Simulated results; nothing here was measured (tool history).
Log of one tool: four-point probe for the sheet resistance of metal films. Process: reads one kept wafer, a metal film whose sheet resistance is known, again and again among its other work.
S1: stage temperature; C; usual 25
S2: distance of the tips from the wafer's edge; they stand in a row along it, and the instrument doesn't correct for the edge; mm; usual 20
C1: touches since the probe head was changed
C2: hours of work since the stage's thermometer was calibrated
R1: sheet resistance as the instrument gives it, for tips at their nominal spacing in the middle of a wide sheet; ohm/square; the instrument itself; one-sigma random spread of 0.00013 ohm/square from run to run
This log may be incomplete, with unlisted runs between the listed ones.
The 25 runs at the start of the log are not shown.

run     day  S1  S2     C1   C2        R1
 26  11.183  22  61  38807  381  0.625416
 27  11.783  33  34  39533  390  0.625051
 28  12.188  33  34  40022  397  0.625069
 29  12.538  28   5  40445  402  0.638172
 30  13.138  25  46  41173  412  0.625302
 31  13.446  27  53  41546  417  0.625201
 32  14.000  34   7  42216  426  0.631309
 33  14.546  26   4  42874  435  0.645139
 34  14.808  22   4  43194  439  0.644978
 35  15.383  22  62  43886  448  0.625006
 36  16.025  27  20  44663  458  0.625325
 37  16.546  25  17  45294  467  0.626078
 38  16.946  20   8  45776  473  0.630174

For run 39, what comes out?
 39  17.583  19   7  46545  483   ?

Run 39 produced R1 0.631949 ohm/square.
The same run, on a tool lacking any hidden state, would have yielded R1 0.634547 ohm/square.

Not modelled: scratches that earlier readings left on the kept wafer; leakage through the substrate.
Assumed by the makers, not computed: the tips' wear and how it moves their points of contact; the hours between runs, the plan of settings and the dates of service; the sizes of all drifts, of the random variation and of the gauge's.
